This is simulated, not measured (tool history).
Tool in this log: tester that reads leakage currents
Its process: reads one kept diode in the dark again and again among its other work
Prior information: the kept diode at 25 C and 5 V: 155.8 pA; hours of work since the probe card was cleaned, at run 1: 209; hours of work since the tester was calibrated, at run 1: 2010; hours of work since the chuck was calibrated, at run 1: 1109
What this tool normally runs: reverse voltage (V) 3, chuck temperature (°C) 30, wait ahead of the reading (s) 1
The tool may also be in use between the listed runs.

| run | hour | reverse voltage (V) | chuck temperature (°C) | wait ahead of the reading (s) | hours of work since the probe card was cleaned | hours of work since the tester was calibrated | hours of work since the chuck was calibrated | current that the tester gives (pA) |
|---|---|---|---|---|---|---|---|---|
| 1 | 0 | 3 | 30 | 1 | 209 | 2010 | 1109 | 194.27 |
| 2 | 134.4 | 3 | 30 | 1 | 296 | 2097 | 1196 | 193.97 |
| 3 | 285.1 | 3.42 | 30 | 1 | 394 | 2195 | 1294 | 207.82 |
| 4 | 432.9 | 3 | 20 | 1 | 489 | 2291 | 1390 | 74.5 |
| 5 | 498.9 | 3 | 20 | 1 | 532 | 2333 | 1432 | 74.7 |
| 6 | 570.1 | 3 | 20 | 1 | 578 | 2380 | 1478 | 74.57 |
| 7 | 697.6 | 3 | 20 | 1 | 661 | 2462 | 1561 | 75.05 |
| 8 | 767.7 | 3 | 20 | 1 | 706 | 2508 | 1606 | 74.84 |
| 9 | 918 | 3 | 20 | 1 | 804 | 2605 | 1704 | 74.79 |
| 10 | 1076.8 | 3 | 20 | 1 | 906 | 2708 | 1807 | 74.53 |
| 11 | 1217.2 | 3 | 30 | 1 | 997 | 2799 | 1898 | 194.74 |
|  | 1266.9 | chuck's temperature calibrated |
| 12 | 1328.3 | 3 | 30 | 1 | 1068 | 2869 | 40 | 194.03 |
| 13 | 1440.1 | 3 | 30 | 1 | 1141 | 2942 | 112 | 193.99 |
| 14 | 1505.7 | 2.69 | 30 | 1 | 1183 | 2984 | 155 | 182.93 |
| 15 | 1585.8 | 2.69 | 30 | 1 | 1235 | 3036 | 207 | 182.9 |
| 16 | 1708.1 | 3 | 30 | 9.91 | 1314 | 3116 | 286 | 192.56 |
| 17 | 1814 | 3 | 30 | 3.79 | 1383 | 3184 | 354 | 193.05 |
| 18 | 1962.4 | 3 | 30 | 3.79 | 1479 | 3280 | 451 | 193.82 |
| 19 | 2084.5 | 3 | 30 | 0.62 | 1558 | 3359 | 530 | 194.28 |
| 20 | 2181.8 | 3 | 30 | 0.62 | 1621 | 3422 | 593 | 195.23 |
| 21 | 2259.3 | 9.71 | 30 | 0.94 | 1671 | 3473 | 643 | 351.53 |
| 22 | 2351.4 | 14.05 | 27 | 1 | 1731 | 3532 | 703 | 323.31 |
| 23 | 2498.7 | 1.11 | 34 | 1 | 1826 | 3628 | 798 | 168.56 |
| 24 | 2576.6 | 1.08 | 22 | 2.44 | 1877 | 3678 | 849 | 53.65 |

Estimate the outcome of run 25 from the log above:
| 25 | 2692.1 | 5.67 | 28 | 0.33 | 1952 | 3753 | 923 | ? |

current that the tester gives (pA): 226.81
On a tool with no hidden condition, and with the same random variation, this run would have come out at current that the tester gives (pA) 226.55.

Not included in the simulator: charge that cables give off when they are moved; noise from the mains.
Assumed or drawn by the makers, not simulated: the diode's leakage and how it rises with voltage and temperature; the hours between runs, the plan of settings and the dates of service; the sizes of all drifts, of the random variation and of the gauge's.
